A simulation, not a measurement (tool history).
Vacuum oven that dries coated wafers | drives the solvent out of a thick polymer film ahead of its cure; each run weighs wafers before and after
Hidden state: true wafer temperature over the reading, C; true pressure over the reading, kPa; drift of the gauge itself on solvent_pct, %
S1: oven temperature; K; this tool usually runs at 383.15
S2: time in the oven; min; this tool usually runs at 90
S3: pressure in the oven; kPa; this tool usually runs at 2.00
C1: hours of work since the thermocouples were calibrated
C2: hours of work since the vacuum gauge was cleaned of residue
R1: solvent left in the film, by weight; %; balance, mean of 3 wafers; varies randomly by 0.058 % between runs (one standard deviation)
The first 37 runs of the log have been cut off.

run    hour      S1   S2    S3    C1    C2    R1
 38  3323.2  369.15   96  2.66  1287  1195  8.69
     3366.4  -- vacuum gauge cleaned of residue and calibrated
 39  3421.7  384.15  146  2.00  1357    40  2.89
 40  3520.7  384.15  146  2.00  1428   111  2.95
 41  3640.3  384.15  146  2.00  1515   198  3.12
 42  3712.3  384.15  146  2.00  1567   250  3.05
 43  3779.1  392.15   49  5.05  1615   298  6.32
 44  3838.6  383.15   90  3.16  1658   341  5.41
     3930.8  -- oven's thermocouples calibrated
 45  3941.8  372.15  106  2.00     8   414  5.20

Each row is a separate what-if for the run after 45, all from the same tool condition, not one after another. Results?
  A  4052.9  370.15   81  2.00  88  495   ?
  B  4052.9  372.15  114  2.58  88  495   ?
  C  4052.9  385.15   90  4.00  88  495   ?
  D  4052.9  371.15  106  1.36  88  495   ?
  E  4052.9  389.15  127  5.04  88  495   ?

run    R1
  A  6.20
  B  6.01
  C  5.41
  D  4.36
  E  5.78
With no hidden state in the tool, these same runs would have given:
run    R1
  A  5.87
  B  5.66
  C  5.16
  D  4.00
  E  5.56
